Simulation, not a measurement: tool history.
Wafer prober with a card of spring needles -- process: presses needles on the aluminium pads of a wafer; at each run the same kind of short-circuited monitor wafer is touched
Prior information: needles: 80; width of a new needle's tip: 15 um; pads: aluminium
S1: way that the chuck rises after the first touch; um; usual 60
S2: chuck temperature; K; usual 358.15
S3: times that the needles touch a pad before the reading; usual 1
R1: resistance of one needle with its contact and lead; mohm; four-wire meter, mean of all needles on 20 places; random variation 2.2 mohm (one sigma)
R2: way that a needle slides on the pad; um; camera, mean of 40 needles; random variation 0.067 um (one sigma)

{"run": 1, "hour": 0.0, "S1": 60, "S2": 358.15, "S3": 1, "R1": 303, "R2": 14.6}
{"hour": 3.4, "done": "tips cleaned on abrasive film"}
{"hour": 7.8, "done": "tips cleaned on abrasive film"}
{"hour": 13.4, "done": "tips cleaned on abrasive film"}
{"hour": 19.0, "done": "tips cleaned on abrasive film"}
{"hour": 23.5, "done": "tips cleaned on abrasive film"}
{"hour": 29.0, "done": "tips cleaned on abrasive film"}
{"run": 2, "hour": 33.0, "S1": 60, "S2": 358.15, "S3": 1, "R1": 392, "R2": 13.7}
{"hour": 34.2, "done": "tips cleaned on abrasive film"}
{"hour": 39.7, "done": "tips cleaned on abrasive film"}
{"hour": 44.2, "done": "tips cleaned on abrasive film"}
{"hour": 49.8, "done": "tips cleaned on abrasive film"}
{"hour": 55.3, "done": "tips cleaned on abrasive film"}
{"run": 3, "hour": 55.9, "S1": 60, "S2": 358.15, "S3": 1, "R1": 284, "R2": 13.67}
{"hour": 59.4, "done": "height of the first contact set anew"}
{"hour": 60.6, "done": "tips cleaned on abrasive film"}
{"hour": 65.1, "done": "tips cleaned on abrasive film"}
{"hour": 69.6, "done": "tips cleaned on abrasive film"}
{"hour": 75.1, "done": "tips cleaned on abrasive film"}
{"hour": 79.6, "done": "tips cleaned on abrasive film"}
{"hour": 84.1, "done": "tips cleaned on abrasive film"}
{"hour": 88.6, "done": "tips cleaned on abrasive film"}
{"run": 4, "hour": 92.9, "S1": 60, "S2": 358.15, "S3": 3, "R1": 302, "R2": 15.47}
{"hour": 94.1, "done": "tips cleaned on abrasive film"}
{"hour": 98.6, "done": "tips cleaned on abrasive film"}
{"hour": 103.1, "done": "tips cleaned on abrasive film"}
{"hour": 108.6, "done": "tips cleaned on abrasive film"}
{"hour": 113.1, "done": "tips cleaned on abrasive film"}
{"hour": 117.6, "done": "tips cleaned on abrasive film"}
{"hour": 122.0, "done": "tips cleaned on abrasive film"}
{"hour": 127.6, "done": "tips cleaned on abrasive film"}
{"hour": 132.1, "done": "tips cleaned on abrasive film"}
{"run": 5, "hour": 134.9, "S1": 60, "S2": 358.15, "S3": 1, "R1": 350, "R2": 15.22}
{"hour": 137.2, "done": "tips cleaned on abrasive film"}
{"hour": 141.6, "done": "tips cleaned on abrasive film"}
{"hour": 147.2, "done": "tips cleaned on abrasive film"}
{"hour": 151.7, "done": "tips cleaned on abrasive film"}
{"hour": 156.1, "done": "tips cleaned on abrasive film"}
{"hour": 161.7, "done": "tips cleaned on abrasive film"}
{"run": 6, "hour": 163.3, "S1": 60, "S2": 307.15, "S3": 1, "R1": 313, "R2": 14.97}
{"hour": 166.6, "done": "tips cleaned on abrasive film"}
{"hour": 171.1, "done": "tips cleaned on abrasive film"}
{"hour": 176.7, "done": "tips cleaned on abrasive film"}
{"hour": 181.1, "done": "tips cleaned on abrasive film"}
{"hour": 185.6, "done": "tips cleaned on abrasive film"}
{"hour": 190.1, "done": "tips cleaned on abrasive film"}
{"run": 7, "hour": 191.2, "S1": 60, "S2": 307.15, "S3": 1, "R1": 295, "R2": 14.91}
{"hour": 194.6, "done": "tips cleaned on abrasive film"}
{"hour": 200.2, "done": "tips cleaned on abrasive film"}
{"hour": 203.5, "done": "tips cleaned on abrasive film, once more"}
{"hour": 208.0, "done": "tips cleaned on abrasive film"}
{"hour": 213.6, "done": "tips cleaned on abrasive film"}
{"hour": 218.1, "done": "tips cleaned on abrasive film"}
{"hour": 222.5, "done": "tips cleaned on abrasive film"}
{"hour": 227.0, "done": "tips cleaned on abrasive film"}
{"hour": 232.6, "done": "tips cleaned on abrasive film"}
{"run": 8, "hour": 233.9, "S1": 60, "S2": 358.15, "S3": 1, "R1": 316, "R2": 14.65}
{"hour": 237.3, "done": "tips cleaned on abrasive film"}
{"hour": 241.7, "done": "tips cleaned on abrasive film"}
{"hour": 246.2, "done": "tips cleaned on abrasive film"}
{"hour": 251.8, "done": "tips cleaned on abrasive film"}
{"hour": 256.2, "done": "tips cleaned on abrasive film"}
{"run": 9, "hour": 258.9, "S1": 60, "S2": 358.15, "S3": 1, "R1": 378, "R2": 14.27}
{"hour": 261.2, "done": "tips cleaned on abrasive film"}
{"hour": 265.7, "done": "tips cleaned on abrasive film"}
{"hour": 270.2, "done": "tips cleaned on abrasive film"}
{"hour": 274.6, "done": "tips cleaned on abrasive film"}
{"hour": 279.1, "done": "tips cleaned on abrasive film"}
{"hour": 284.7, "done": "tips cleaned on abrasive film"}
{"hour": 289.2, "done": "tips cleaned on abrasive film"}
{"hour": 294.7, "done": "tips cleaned on abrasive film"}
{"run": 10, "hour": 297.0, "S1": 47, "S2": 358.15, "S3": 1, "R1": 449, "R2": 10.75}
{"hour": 299.3, "done": "tips cleaned on abrasive film"}
{"hour": 303.8, "done": "tips cleaned on abrasive film"}
{"hour": 309.3, "done": "tips cleaned on abrasive film"}
{"hour": 313.8, "done": "tips cleaned on abrasive film"}
{"hour": 318.3, "done": "tips cleaned on abrasive film"}
{"hour": 318.6, "done": "height of the first contact set anew"}
{"hour": 324.2, "done": "tips cleaned on abrasive film"}
{"hour": 329.7, "done": "tips cleaned on abrasive film"}
{"run": 11, "hour": 332.1, "S1": 60, "S2": 380.15, "S3": 1, "R1": 356, "R2": 15.53}
{"hour": 334.4, "done": "tips cleaned on abrasive film"}
{"hour": 340.0, "done": "tips cleaned on abrasive film"}
{"hour": 345.5, "done": "tips cleaned on abrasive film"}
{"hour": 350.0, "done": "tips cleaned on abrasive film"}
{"hour": 354.5, "done": "tips cleaned on abrasive film"}
{"hour": 360.1, "done": "tips cleaned on abrasive film"}
{"run": 12, "hour": 360.2, "S1": 78, "S2": 328.15, "S3": 1, "R1": 252, "R2": 20.04}
{"hour": 364.7, "done": "tips cleaned on abrasive film"}
{"hour": 369.1, "done": "tips cleaned on abrasive film"}
{"hour": 373.6, "done": "tips cleaned on abrasive film"}
{"hour": 379.2, "done": "tips cleaned on abrasive film"}
{"hour": 384.7, "done": "tips cleaned on abrasive film"}
{"hour": 389.2, "done": "tips cleaned on abrasive film"}
{"hour": 393.7, "done": "tips cleaned on abrasive film"}
{"hour": 398.9, "done": "tips cleaned on abrasive film"}
{"run": 13, "hour": 398.9, "S1": 78, "S2": 328.15, "S3": 2, "R1": 237, "R2": 19.83}
{"hour": 404.4, "done": "tips cleaned on abrasive film"}
{"hour": 410.0, "done": "tips cleaned on abrasive film"}
{"hour": 414.5, "done": "tips cleaned on abrasive film"}
{"hour": 420.0, "done": "tips cleaned on abrasive film"}
{"run": 14, "hour": 422.4, "S1": 74, "S2": 335.15, "S3": 2, "R1": 278, "R2": 18.67}
{"hour": 424.7, "done": "tips cleaned on abrasive film"}
{"hour": 429.2, "done": "tips cleaned on abrasive film"}
{"hour": 433.7, "done": "tips cleaned on abrasive film"}
{"hour": 438.1, "done": "tips cleaned on abrasive film"}
{"hour": 443.7, "done": "tips cleaned on abrasive film"}
{"hour": 448.2, "done": "tips cleaned on abrasive film"}
{"hour": 453.7, "done": "tips cleaned on abrasive film"}
{"hour": 458.9, "done": "tips cleaned on abrasive film"}
{"run": 15, "hour": 458.9, "S1": 41, "S2": 308.15, "S3": 3, "R1": 263, "R2": 9.89}
{"hour": 463.3, "done": "tips cleaned on abrasive film"}
{"hour": 467.8, "done": "tips cleaned on abrasive film"}
{"hour": 472.3, "done": "tips cleaned on abrasive film"}
{"hour": 477.2, "done": "tips cleaned on abrasive film"}
{"run": 16, "hour": 477.2, "S1": 41, "S2": 308.15, "S3": 3, "R1": 267, "R2": 9.79}
{"hour": 482.7, "done": "tips cleaned on abrasive film"}
{"hour": 487.2, "done": "tips cleaned on abrasive film"}
{"hour": 492.8, "done": "tips cleaned on abrasive film"}
{"hour": 498.3, "done": "tips cleaned on abrasive film"}
{"hour": 502.8, "done": "tips cleaned on abrasive film"}
{"hour": 508.4, "done": "tips cleaned on abrasive film"}
{"run": 17, "hour": 512.3, "S1": 43, "S2": 320.15, "S3": 3, "R1": 409, "R2": 10.16}
{"hour": 513.5, "done": "tips cleaned on abrasive film"}
{"hour": 519.1, "done": "tips cleaned on abrasive film"}
{"hour": 523.6, "done": "tips cleaned on abrasive film"}
{"hour": 528.0, "done": "tips cleaned on abrasive film"}
{"hour": 533.6, "done": "tips cleaned on abrasive film"}
{"hour": 539.2, "done": "tips cleaned on abrasive film"}
{"hour": 544.7, "done": "tips cleaned on abrasive film"}
{"hour": 549.8, "done": "tips cleaned on abrasive film"}
{"run": 18, "hour": 549.8, "S1": 60, "S2": 371.15, "S3": 2, "R1": 267, "R2": 14.17}
{"hour": 554.3, "done": "tips cleaned on abrasive film"}
{"hour": 558.8, "done": "tips cleaned on abrasive film"}
{"hour": 564.3, "done": "tips cleaned on abrasive film"}
{"hour": 568.8, "done": "tips cleaned on abrasive film"}
{"run": 19, "hour": 570.3, "S1": 75, "S2": 303.15, "S3": 2, "R1": 276, "R2": 18.05}
{"hour": 573.7, "done": "tips cleaned on abrasive film"}
{"hour": 577.3, "done": "height of the first contact set anew"}
{"hour": 578.5, "done": "tips cleaned on abrasive film"}
{"hour": 584.0, "done": "tips cleaned on abrasive film"}
{"hour": 589.6, "done": "tips cleaned on abrasive film"}
{"hour": 594.8, "done": "tips cleaned on abrasive film"}
{"run": 20, "hour": 594.8, "S1": 60, "S2": 350.15, "S3": 1, "R1": 259, "R2": 15.48}
{"hour": 600.3, "done": "tips cleaned on abrasive film"}
{"hour": 604.8, "done": "tips cleaned on abrasive film"}
{"hour": 609.3, "done": "tips cleaned on abrasive film"}
{"hour": 614.8, "done": "tips cleaned on abrasive film"}
{"hour": 620.4, "done": "tips cleaned on abrasive film"}
{"hour": 626.0, "done": "tips cleaned on abrasive film"}
{"hour": 630.4, "done": "tips cleaned on abrasive film"}
{"run": 21, "hour": 634.2, "S1": 60, "S2": 321.15, "S3": 2, "R1": 358, "R2": 15.31}

Alternative continuations, all from the tool just after run 21; predict every row:
{"hour": 635.4, "done": "tips cleaned on abrasive film"}
{"hour": 639.9, "done": "tips cleaned on abrasive film"}
{"hour": 645.5, "done": "tips cleaned on abrasive film"}
{"hour": 651.0, "done": "tips cleaned on abrasive film"}
{"hour": 655.5, "done": "tips cleaned on abrasive film"}
{"hour": 660.0, "done": "tips cleaned on abrasive film"}
{"hour": 664.4, "done": "tips cleaned on abrasive film"}
{"hour": 670.0, "done": "tips cleaned on abrasive film"}
{"run": "A", "hour": 671.7, "S1": 68, "S2": 358.15, "S3": 1, "R1": "?", "R2": "?"}
{"hour": 635.4, "done": "tips cleaned on abrasive film"}
{"hour": 639.9, "done": "tips cleaned on abrasive film"}
{"hour": 645.5, "done": "tips cleaned on abrasive film"}
{"hour": 651.0, "done": "tips cleaned on abrasive film"}
{"hour": 655.5, "done": "tips cleaned on abrasive film"}
{"hour": 660.0, "done": "tips cleaned on abrasive film"}
{"hour": 664.4, "done": "tips cleaned on abrasive film"}
{"hour": 670.0, "done": "tips cleaned on abrasive film"}
{"run": "B", "hour": 671.7, "S1": 80, "S2": 321.15, "S3": 2, "R1": "?", "R2": "?"}
{"hour": 635.4, "done": "tips cleaned on abrasive film"}
{"hour": 639.9, "done": "tips cleaned on abrasive film"}
{"hour": 645.5, "done": "tips cleaned on abrasive film"}
{"hour": 651.0, "done": "tips cleaned on abrasive film"}
{"hour": 655.5, "done": "tips cleaned on abrasive film"}
{"hour": 660.0, "done": "tips cleaned on abrasive film"}
{"hour": 664.4, "done": "tips cleaned on abrasive film"}
{"hour": 670.0, "done": "tips cleaned on abrasive film"}
{"run": "C", "hour": 671.7, "S1": 40, "S2": 299.15, "S3": 2, "R1": "?", "R2": "?"}

run=A R1=339 R2=17.27
run=B R1=274 R2=20.38
run=C R1=419 R2=9.88
Without the tool's unlogged condition, the same runs would have read:
run=A R1=239 R2=17.8
run=B R1=225 R2=20.91
run=C R1=232 R2=10.41
